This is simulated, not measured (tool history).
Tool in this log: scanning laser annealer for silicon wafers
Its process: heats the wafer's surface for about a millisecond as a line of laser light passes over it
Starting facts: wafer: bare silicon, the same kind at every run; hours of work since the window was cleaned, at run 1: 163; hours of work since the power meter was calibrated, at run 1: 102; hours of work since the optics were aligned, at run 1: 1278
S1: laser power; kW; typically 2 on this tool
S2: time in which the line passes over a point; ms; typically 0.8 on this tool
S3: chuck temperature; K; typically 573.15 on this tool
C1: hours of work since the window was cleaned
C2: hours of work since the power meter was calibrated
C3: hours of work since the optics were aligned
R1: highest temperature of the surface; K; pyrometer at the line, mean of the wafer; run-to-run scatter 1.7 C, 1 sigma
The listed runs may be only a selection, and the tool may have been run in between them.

run	hour	S1	S2	S3	C1	C2	C3	R1
1	0	2	0.8	573.15	163	102	1278	1392.15
2	54.3	2	0.8	569.15	199	139	1315	1386.15
3	106.9	2	0.8	573.15	235	174	1351	1391.15
4	159.3	2	0.8	573.15	271	210	1386	1390.15
5	209.7	2	0.8	573.15	305	244	1420	1392.15
6	239.2	2	0.8	573.15	325	264	1440	1392.15
# hour 292.2: optics aligned, line set to its width
7	294.3	2	0.8	573.15	359	298	1	1394.15
8	329.4	2	0.8	573.15	383	322	25	1389.15
9	359.7	2	0.8	573.15	404	343	46	1392.15
10	412.5	2	0.8	573.15	439	379	82	1391.15
11	464.4	2	0.8	573.15	475	414	117	1391.15
12	507.4	2	0.8	573.15	504	443	146	1390.15
13	540.1	2	0.8	573.15	526	465	168	1391.15
14	585.9	2	0.8	573.15	557	496	200	1390.15
15	627.4	2	0.8	573.15	585	525	228	1394.15
16	664.5	2	0.8	573.15	611	550	253	1392.15
17	717.6	2.137	0.8	573.15	647	586	289	1451.15
18	753.7	2	0.8	573.15	671	610	314	1391.15
19	789.7	2	0.8	573.15	696	635	338	1392.15
20	827.8	2	0.8	588.15	722	661	364	1403.15
21	867.5	2	0.8	588.15	749	688	391	1408.15
22	906.3	2	0.8	588.15	775	714	417	1406.15
23	937.9	1.769	0.8	557.15	796	736	439	1275.15
24	989.4	1.727	0.969	552.15	831	770	474	1331.15
25	1043.7	1.831	0.661	581.15	868	807	511	1250.15
26	1092.2	2.182	0.629	581.15	901	840	544	1364.15
27	1117.1	2.182	0.629	581.15	918	857	560	1365.15
28	1157.7	2.19	0.64	533.15	946	885	588	1327.15
29	1185.6	1.943	0.837	549.15	965	904	607	1362.15
# hour 1204.5: window over the wafer cleaned
30	1244.9	1.943	0.837	549.15	27	943	646	1370.15
31	1270.5	2.095	0.837	549.15	45	960	663	1428.15
32	1295.2	2.062	0.944	576.15	62	977	680	1505.15
33	1347.2	1.872	0.953	554.15	97	1012	716	1398.15
34	1381.9	2.107	0.579	550.15	121	1036	739	1270.15
35	1419.6	2.089	0.853	573.15	146	1061	765	1463.15
36	1445.3	2	0.992	594.15	164	1079	782	1521.15
37	1480.1	2	0.586	586.15	187	1103	806	1274.15
38	1521.8	2	0.703	561.15	216	1131	834	1321.15
39	1564.8	1.864	0.801	592.15	245	1160	863	1350.15
40	1590.7	2.044	0.801	540.15	262	1178	881	1376.15

4 options for the next run, each taken on its own from the tool as it stands now. Forecast them:
A	1638.7	1.855	0.794	557.15	295	1210	914	?
B	1638.7	2.12	0.8	573.15	295	1210	914	?
C	1638.7	2	0.646	601.15	295	1210	914	?
D	1638.7	1.985	0.808	564.15	295	1210	914	?

run	R1
A	1311.15
B	1445.15
C	1327.15
D	1383.15
With no hidden state in the tool, these same runs would have given:
run	R1
A	1312.15
B	1446.15
C	1328.15
D	1383.15
